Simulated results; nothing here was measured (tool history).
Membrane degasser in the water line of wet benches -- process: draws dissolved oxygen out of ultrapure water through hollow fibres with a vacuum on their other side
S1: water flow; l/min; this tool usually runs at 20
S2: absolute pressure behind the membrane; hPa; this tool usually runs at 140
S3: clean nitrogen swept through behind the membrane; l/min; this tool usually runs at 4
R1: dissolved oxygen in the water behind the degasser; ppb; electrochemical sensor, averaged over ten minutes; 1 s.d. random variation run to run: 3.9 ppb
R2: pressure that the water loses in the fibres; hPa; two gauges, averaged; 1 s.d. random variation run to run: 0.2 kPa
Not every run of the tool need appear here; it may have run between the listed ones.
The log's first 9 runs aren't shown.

run    hour  S1   S2    S3     R1     R2
 10  1104.8  20  110     4  356.1  461.3
 11  1231.1  20  140     4  389.9  460.7
 12  1405.9  20  140     4  391.8  465.8
 13  1504.5  20  140     4  386.9  467.4
 14  1664.8  20  140     4  392.2  464.9
     1789.8  -- vacuum gauge calibrated
     1801.3  -- seals of the vacuum lines changed
 15  1810.5  20  140     4  389.5  464.8
 16  1895.9  20  201     4  456.4  467.3
 17    2046  20  201     4  456.5  463.7
 18  2237.3  20  201     4  458.7    467
 19  2405.8  20   95  2.66  384.4  469.4
 20  2598.8  20  308  2.31  754.7  467.6
     2758.7  -- gauge calibrated
 21  2758.7  19  120     4  347.3  435.3
 22    2863  19  120     4  345.9  435.7
 23  2968.3  19  120     4  346.5  435.5
 24  3101.5  19  120     4  349.4  435.7
 25  3251.6  19  120     4  354.5  440.7
 26  3446.1  24  186     4  544.2  555.5
 27  3631.8  13   94  2.15  235.5  297.9
 28  3756.3  13   94  2.15  234.8  299.3
 29  3839.7  27   94  2.36    550  619.9
 30  4037.4  20  175   5.7  387.5    464
 31  4175.7  20  175   5.7  382.7  463.3
 32  4345.3  21  301  7.94  451.5  489.4
 33  4492.7  18  330  7.94  396.2  417.7

3 options for the next run, each taken on its own from the tool as it stands now. Forecast them:
  A  4660.1  24  223  2.93   ?   ?
  B  4660.1  23  175   3.4   ?   ?
  C  4660.1  13  330  7.94   ?   ?

run     R1     R2
  A  673.3  561.4
  B  528.4    538
  C  259.6    301
The same runs, with their run-to-run variation unchanged, on a tool lacking any hidden condition would have given:
run     R1     R2
  A  672.6  551.1
  B  527.7  528.2
  C  259.2  295.4
